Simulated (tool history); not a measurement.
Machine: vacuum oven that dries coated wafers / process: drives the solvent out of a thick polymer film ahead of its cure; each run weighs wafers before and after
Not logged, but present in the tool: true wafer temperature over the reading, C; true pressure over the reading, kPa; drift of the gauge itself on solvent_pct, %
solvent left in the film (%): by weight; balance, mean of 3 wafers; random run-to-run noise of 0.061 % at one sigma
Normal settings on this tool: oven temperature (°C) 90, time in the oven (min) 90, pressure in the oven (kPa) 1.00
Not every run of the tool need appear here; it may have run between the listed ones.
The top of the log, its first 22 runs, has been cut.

run	day	oven temperature (°C)	time in the oven (min)	pressure in the oven (kPa)	hours of work since the thermocouples were calibrated	hours of work since the vacuum gauge was cleaned of residue	solvent left in the film (%)
23	52.938	88	160	1.02	332	839	2.04
24	55.038	87	63	2.12	364	871	5.81
25	57.925	77	92	0.70	408	915	5.48
26	59.908	91	66	0.95	439	945	4.69
27	62.942	96	48	2.22	485	992	5.33
28	64.783	102	48	2.22	513	1020	4.49
29	67.683	87	139	1.34	558	1064	2.82
30	70.725	100	60	0.79	604	1111	3.69
31	72.842	100	135	2.00	637	1143	1.49
32	75.412	100	135	2.00	676	1183	1.56
33	76.808	100	118	1.25	697	1204	1.65
34	78.217	92	88	0.81	719	1225	3.46
35	80.012	90	161	1.00	746	1253	1.89
36	82.933	94	91	0.94	791	1298	3.16
37	84.917	94	91	0.94	821	1328	3.17
38	86.804	101	135	1.02	850	1357	1.23
39	89.417	101	135	1.02	890	1397	1.20
40	90.829	77	94	2.58	912	1418	6.78
41	93.675	98	90	3.46	955	1462	3.45
42	95.400	98	90	3.46	982	1488	3.48
43	97.929	82	90	1.30	1020	1527	5.31

Predict each of these 3 candidate next runs independently; none follows another, all start after run 43:
A	100.321	89	69	1.30	1057	1564	?
B	100.321	88	90	1.47	1057	1564	?
C	100.321	90	90	2.44	1057	1564	?

run	solvent left in the film (%)
A	5.23
B	4.46
C	4.46
Without the tool's unlogged condition, the same runs would have read:
run	solvent left in the film (%)
A	4.70
B	3.90
C	3.90
